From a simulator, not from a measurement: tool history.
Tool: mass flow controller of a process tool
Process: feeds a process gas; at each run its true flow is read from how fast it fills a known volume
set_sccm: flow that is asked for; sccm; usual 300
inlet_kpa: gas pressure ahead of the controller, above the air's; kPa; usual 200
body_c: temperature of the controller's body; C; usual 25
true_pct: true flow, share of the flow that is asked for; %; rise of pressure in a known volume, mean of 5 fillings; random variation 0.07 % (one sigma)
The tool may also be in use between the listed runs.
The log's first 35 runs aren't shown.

{"run": 36, "hour": 3883.5, "set_sccm": 300, "inlet_kpa": 150, "body_c": 25, "true_pct": 103.12}
{"run": 37, "hour": 3983.5, "set_sccm": 300, "inlet_kpa": 227, "body_c": 30, "true_pct": 103.23}
{"run": 38, "hour": 4094.6, "set_sccm": 354, "inlet_kpa": 232, "body_c": 27, "true_pct": 102.58}
{"run": 39, "hour": 4193.4, "set_sccm": 354, "inlet_kpa": 188, "body_c": 29, "true_pct": 103.13}
{"run": 40, "hour": 4332.9, "set_sccm": 250, "inlet_kpa": 272, "body_c": 31, "true_pct": 103.58}
{"run": 41, "hour": 4444.9, "set_sccm": 594, "inlet_kpa": 272, "body_c": 31, "true_pct": 102.53}
{"run": 42, "hour": 4578.4, "set_sccm": 914, "inlet_kpa": 266, "body_c": 31, "true_pct": 102.54}
{"run": 43, "hour": 4739.0, "set_sccm": 247, "inlet_kpa": 250, "body_c": 33, "true_pct": 104.37}
{"run": 44, "hour": 4829.5, "set_sccm": 247, "inlet_kpa": 250, "body_c": 33, "true_pct": 104.36}
{"run": 45, "hour": 4951.3, "set_sccm": 302, "inlet_kpa": 146, "body_c": 30, "true_pct": 104.24}
{"run": 46, "hour": 5047.5, "set_sccm": 302, "inlet_kpa": 146, "body_c": 30, "true_pct": 104.51}
{"run": 47, "hour": 5179.2, "set_sccm": 302, "inlet_kpa": 146, "body_c": 30, "true_pct": 104.47}

Forecast each of these 4 alternatives for the next run:
{"run": "A", "hour": 5271.7, "set_sccm": 983, "inlet_kpa": 146, "body_c": 39, "true_pct": "?"}
{"run": "B", "hour": 5271.7, "set_sccm": 158, "inlet_kpa": 150, "body_c": 37, "true_pct": "?"}
{"run": "C", "hour": 5271.7, "set_sccm": 782, "inlet_kpa": 146, "body_c": 33, "true_pct": "?"}
{"run": "D", "hour": 5271.7, "set_sccm": 992, "inlet_kpa": 265, "body_c": 35, "true_pct": "?"}

run=A true_pct=104.33
run=B true_pct=107.53
run=C true_pct=103.66
run=D true_pct=103.22
Without the tool's hidden state the same runs would have given:
run=A true_pct=101.71
run=B true_pct=100.74
run=C true_pct=100.83
run=D true_pct=100.61
